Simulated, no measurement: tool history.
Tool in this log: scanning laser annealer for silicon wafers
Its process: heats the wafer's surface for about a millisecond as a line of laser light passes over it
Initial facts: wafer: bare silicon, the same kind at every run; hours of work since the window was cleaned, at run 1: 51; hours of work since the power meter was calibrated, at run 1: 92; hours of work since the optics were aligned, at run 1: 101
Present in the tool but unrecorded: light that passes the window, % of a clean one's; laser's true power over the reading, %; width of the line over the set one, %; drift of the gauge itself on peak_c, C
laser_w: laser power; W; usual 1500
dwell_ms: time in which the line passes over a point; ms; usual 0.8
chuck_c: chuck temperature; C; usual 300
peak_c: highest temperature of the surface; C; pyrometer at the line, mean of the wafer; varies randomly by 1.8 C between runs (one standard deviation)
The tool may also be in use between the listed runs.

run	hour	laser_w	dwell_ms	chuck_c	hours of work since the window was cleaned	hours of work since the power meter was calibrated	hours of work since the optics were aligned	peak_c
1	0	1500	0.8	300	51	92	101	1062
2	14.9	1500	0.82	300	58	99	108	1074
3	26.5	1508	0.8	300	64	105	114	1070
4	38	1508	0.8	300	69	110	119	1067
5	47.6	1500	0.8	300	74	115	124	1064
6	61.2	1500	0.8	300	80	121	130	1062
7	70.8	1377	0.8	300	85	126	135	983
8	83.7	1377	0.8	300	91	132	141	985
9	94.2	1377	0.8	317	96	137	146	999
10	109.5	1500	0.8	300	104	144	153	1057
11	122.8	1500	0.8	300	110	151	160	1060
12	137.8	1500	0.8	300	117	158	167	1057
13	146	1500	0.8	300	121	162	171	1061
14	156.6	1309	0.8	300	126	167	176	939
15	163.7	1309	0.8	300	129	170	179	939
16	177	1309	0.8	300	136	176	186	939
17	191.1	1309	0.8	300	143	183	192	938
18	206.5	1309	0.8	300	150	191	200	941
19	220.3	1309	0.8	300	157	197	206	938
20	227.4	1500	0.8	297	160	201	210	1056
21	241.5	1500	0.8	297	167	207	216	1053
22	254.9	1278	0.8	318	173	214	223	938
23	264.8	1500	0.703	285	178	218	227	990
24	273	1467	0.798	300	182	222	231	1033
25	283.6	1604	0.895	340	187	227	236	1212
26	299.2	1601	0.684	300	194	235	244	1054
27	307.3	1500	0.8	274	198	239	248	1030
28	321.2	1326	0.657	327	205	245	254	909
29	335.5	1326	0.589	327	212	252	261	875
30	350.5	1500	0.584	303	219	259	268	940
31	363.3	1500	0.584	303	225	266	275	945
32	375.6	1385	0.671	291	231	271	280	911
33	389.1	1385	0.671	291	237	278	287	913
34	401.8	1529	0.789	291	243	284	293	1057
35	409.6	1529	0.789	291	247	288	297	1057
36	426.1	1500	0.8	266	255	295	305	1019
37	435	1481	0.561	305	259	300	309	918
38	448.4	1471	0.8	309	266	306	315	1045
39	463	1491	0.8	300	272	313	322	1049
40	476	1535	0.635	300	279	319	328	981
41	484	1362	0.887	294	283	323	332	994
42	494.3	1450	0.712	300	287	328	337	975

Had the tool no unlogged condition, and each run kept its random variation, what would the results have been?
run	peak_c
1	1066
2	1078
3	1075
4	1072
5	1069
6	1068
7	988
8	990
9	1005
10	1064
11	1067
12	1064
13	1068
14	945
15	946
16	945
17	945
18	949
19	946
20	1066
21	1062
22	946
23	999
24	1043
25	1224
26	1064
27	1041
28	918
29	884
30	950
31	956
32	921
33	923
34	1070
35	1070
36	1032
37	929
38	1058
39	1063
40	995
41	1008
42	989
